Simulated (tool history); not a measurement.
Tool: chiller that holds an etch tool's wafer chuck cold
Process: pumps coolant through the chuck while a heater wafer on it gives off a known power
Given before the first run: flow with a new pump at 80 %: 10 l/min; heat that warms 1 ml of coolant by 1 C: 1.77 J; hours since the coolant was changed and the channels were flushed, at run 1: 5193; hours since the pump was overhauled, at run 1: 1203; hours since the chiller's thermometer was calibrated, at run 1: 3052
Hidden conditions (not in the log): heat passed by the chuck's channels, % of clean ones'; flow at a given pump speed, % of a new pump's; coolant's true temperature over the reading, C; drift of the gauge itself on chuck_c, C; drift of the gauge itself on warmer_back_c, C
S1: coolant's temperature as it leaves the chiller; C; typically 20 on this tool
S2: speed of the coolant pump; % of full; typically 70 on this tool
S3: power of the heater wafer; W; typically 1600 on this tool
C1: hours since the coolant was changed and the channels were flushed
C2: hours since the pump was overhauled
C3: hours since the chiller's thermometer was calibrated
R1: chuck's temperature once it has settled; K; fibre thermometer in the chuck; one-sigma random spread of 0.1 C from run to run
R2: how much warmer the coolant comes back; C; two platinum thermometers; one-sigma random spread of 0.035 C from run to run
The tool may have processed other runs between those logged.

run,day,S1,S2,S3,C1,C2,C3,R1,R2
1,0.000,20,70,1600,5193,1203,3052,307.15,6.29
2,6.467,20,70,1600,5348,1358,3207,307.25,6.18
3,12.704,20,70,1600,5498,1508,3357,307.25,6.25
4,17.712,16,70,1600,5618,1628,3477,303.05,6.25
5,24.029,16,70,1600,5769,1780,3629,303.05,6.26
6,27.992,20,70,1600,5865,1875,3724,306.95,6.23
7,31.683,20,70,1600,5953,1963,3812,307.25,6.22
8,35.808,20,70,1141,6052,2062,3911,302.95,4.46
9,41.275,20,70,1141,6183,2194,4043,303.05,4.46
10,44.479,20,92,1141,6260,2270,4120,301.45,3.45
11,50.571,11,70,1600,6406,2417,4266,298.05,6.25
12,56.021,20,60,1600,6537,2547,4397,308.85,7.26
13,60.871,20,60,1600,6654,2664,4513,308.75,7.28
14,67.142,20,70,1600,6804,2814,4663,307.25,6.26
15,72.254,20,70,1600,6927,2937,4786,307.25,6.34
# day 72.750: coolant pump overhauled
16,76.562,20,70,1600,7025,92,4885,307.35,6.36
17,79.742,20,70,1600,7101,168,4961,307.55,6.45
18,82.546,11,85,941,7169,235,5028,291.15,3.18
19,85.679,11,85,941,7244,310,5103,291.25,3.16
20,89.408,20,70,866,7333,400,5193,300.65,3.46
21,93.658,22,70,866,7435,502,5295,302.55,3.49
# day 97.692: chiller's thermometer calibrated
22,99.025,18,80,804,7563,630,32,298.15,2.88
23,102.412,30,80,804,7645,711,113,310.15,2.89
24,107.462,20,68,1600,7766,832,235,308.85,6.69
# day 111.600: coolant pump overhauled, once more
25,112.842,20,68,1600,7890,30,359,308.35,6.37
26,116.279,20,68,1600,7972,112,441,308.35,6.40
27,120.408,21,88,1292,8071,211,540,304.75,3.99
28,125.375,21,88,1292,8191,331,659,304.75,3.98
29,128.742,21,88,1292,8271,411,740,304.75,4.01
30,134.146,14,81,2144,8401,541,870,305.55,7.25
31,138.800,14,81,2144,8513,653,982,305.65,7.21
# day 141.654: coolant changed, channels flushed
32,142.879,14,81,2144,29,745,1074,303.45,7.25
33,145.954,20,70,1178,103,819,1147,302.85,4.63

Below are 3 alternative next runs, each starting from the tool's condition after run 33. Predict each:
A,151.196,20,70,1267,229,944,1273,?,?
B,151.196,20,90,1178,229,944,1273,?,?
C,151.196,16,100,831,229,944,1273,?,?

run,R1,R2
A,303.75,4.95
B,301.65,3.65
C,294.65,2.30
Without the tool's unlogged condition, the same runs would have read:
run,R1,R2
A,303.85,4.89
B,301.65,3.61
C,294.65,2.28
